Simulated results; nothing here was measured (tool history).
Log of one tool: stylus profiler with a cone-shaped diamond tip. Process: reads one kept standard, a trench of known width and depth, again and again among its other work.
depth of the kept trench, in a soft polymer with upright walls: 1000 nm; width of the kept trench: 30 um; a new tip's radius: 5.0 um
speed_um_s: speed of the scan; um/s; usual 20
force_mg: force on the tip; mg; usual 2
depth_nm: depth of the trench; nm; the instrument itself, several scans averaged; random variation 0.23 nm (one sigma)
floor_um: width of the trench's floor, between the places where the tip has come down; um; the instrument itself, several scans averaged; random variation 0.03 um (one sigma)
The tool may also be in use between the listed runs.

run,hour,speed_um_s,force_mg,depth_nm,floor_um
1,0,20,2,1011.53,23.4
2,15.2,8,2,1011.9,23.41
3,29.7,20,2,1012.08,23.36
4,49.7,45,2,1011.51,23.21
5,64.9,45,2,1011.71,23.2
6,79.2,45,2,1011.61,23.22
7,90.5,45,2,1011.55,23.15
8,109.8,45,2,1011.73,23.19
9,120,45,2,1011.76,23.2
10,140.8,8,2,1011.47,23.32
11,156.2,53,2,1011.64,23.06
12,170.6,53,2,1011.07,23.11
13,190.7,53,2,1011.36,23.07
14,207.7,53,2,1010.84,23.08
15,223.1,53,1.65,1009.04,23.03
16,237.8,53,1.65,1008.87,23
17,251.1,53,1.65,1012.89,23.05
18,262.1,53,1.65,1012.69,23.04
19,274.6,53,1.65,1013.05,23.01
20,284.8,41,2,1014.25,23.08
21,297.8,20,0.74,1007.16,23.12
22,312.4,20,0.74,1007.25,23.11
23,323.9,54,0.73,1007.13,22.83
24,343.8,54,0.73,1007.21,22.81
25,357.8,54,0.73,1007,22.84
26,374.4,16,4.3,1024.27,23.23
27,388.4,16,4.3,1023.9,23.2
28,398.7,8,1.1,1008.78,23.18
29,414,8,1.1,1009.12,23.14
30,425.8,7,0.93,1008,23.15
31,439,75,1.97,1013.49,22.83
32,457.9,38,2.85,1017.93,23
33,472.1,6,4.03,1022.73,23.19
34,488.4,61,1.81,1013.13,22.89
35,508.3,26,2.85,1017.92,23.08
36,523,20,3.8,1021.83,23.05
37,543.2,15,5.05,1026.17,23.07
38,562.4,15,5.05,1026.48,23.1
39,580.4,5,1.68,1012.33,23.06
40,599.8,70,3.74,1021.34,22.88
41,614.7,75,2.76,1017.04,22.81
42,627.7,75,2.76,1016.9,22.81
43,642.7,6,2.13,1013.76,23.1

Taken out of this log: 1 entry between the listed runs. Where each belongs, and how the hidden state differs across it:
Between runs 16 and 17: height scale calibrated on a step standard (hour 246.5)
  radius of the tip, um: 6.09 -> 6.1; height scale over the true one, %: -0.396 -> -0.024
  measured less the result without the state, depth_nm: -4.01 -> -0.25 nm; floor_um: -0.69 -> -0.69 um
